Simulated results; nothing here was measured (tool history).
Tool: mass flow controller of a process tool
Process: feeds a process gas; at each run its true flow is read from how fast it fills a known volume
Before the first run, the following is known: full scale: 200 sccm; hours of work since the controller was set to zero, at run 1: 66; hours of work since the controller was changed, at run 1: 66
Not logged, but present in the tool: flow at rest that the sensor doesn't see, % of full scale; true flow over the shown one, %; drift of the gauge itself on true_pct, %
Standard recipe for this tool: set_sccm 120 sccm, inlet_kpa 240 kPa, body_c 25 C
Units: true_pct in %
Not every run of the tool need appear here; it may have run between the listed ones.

run,hour,set_sccm,inlet_kpa,body_c,hours of work since the controller was set to zero,hours of work since the controller was changed,true_pct
1,0.0,120,240,25,66,66,99.30
2,162.5,120,240,22,177,177,99.15
3,326.1,120,240,24,289,289,99.33
4,509.7,120,240,25,414,414,99.11
5,622.7,120,240,25,491,491,99.20
6,792.5,120,240,25,607,607,99.20
7,896.8,120,249,25,678,678,99.05
8,1058.9,120,249,25,788,788,99.01
9,1228.9,120,249,25,904,904,98.93
10,1388.3,120,249,25,1013,1013,98.91
11,1540.9,120,249,25,1117,1117,99.02
12,1663.8,120,240,33,1201,1201,99.17
13,1804.4,120,240,33,1297,1297,99.13
14,1934.6,120,240,33,1386,1386,98.96
15,2014.5,120,240,33,1440,1440,99.08
16,2140.1,120,240,25,1526,1526,98.86
17,2222.6,22,240,25,1582,1582,97.32
18,2321.1,120,240,25,1649,1649,98.78
19,2430.7,28,144,33,1724,1724,98.13
20,2600.7,22,144,31,1840,1840,97.80
21,2735.6,138,240,29,1932,1932,99.15
22,2868.5,138,240,29,2022,2022,99.10
23,2959.1,138,240,29,2084,2084,99.19
24,3144.9,138,240,29,2211,2211,98.95
25,3312.9,42,194,40,2325,2325,98.06
26,3496.4,22,218,37,2450,2450,96.78
27,3640.7,22,231,40,2549,2549,96.78
28,3751.2,120,240,25,2624,2624,98.56
29,3840.7,21,257,25,2685,2685,96.00
30,4015.4,21,257,25,2804,2804,96.03
31,4183.9,20,257,38,2919,2919,96.05
32,4303.3,20,257,38,3000,3000,95.98
33,4416.5,120,215,37,3078,3078,98.77
34,4533.0,120,163,21,3157,3157,98.96
35,4628.1,30,163,33,3222,3222,97.18
36,4799.6,120,234,25,3339,3339,98.38

Some steps in true_pct between neighbouring runs. How much of each would the tool show without its hidden state too (settings, what came in, random variation), and how much is left for the hidden state, with any gauge scatter that isn't in both results?
Run 27 -> 28: set_sccm 22 -> 120, inlet_kpa 231 -> 240, body_c 40 -> 25. true_pct +1.78 %: hidden state +1.63, all else +0.15.
Run 28 -> 29: set_sccm 120 -> 21, inlet_kpa 240 -> 257. true_pct -2.56 %: hidden state -1.85, all else -0.71.
Run 32 -> 33: set_sccm 20 -> 120, inlet_kpa 257 -> 215, body_c 38 -> 37. true_pct +2.79 %: hidden state +2.15, all else +0.64.
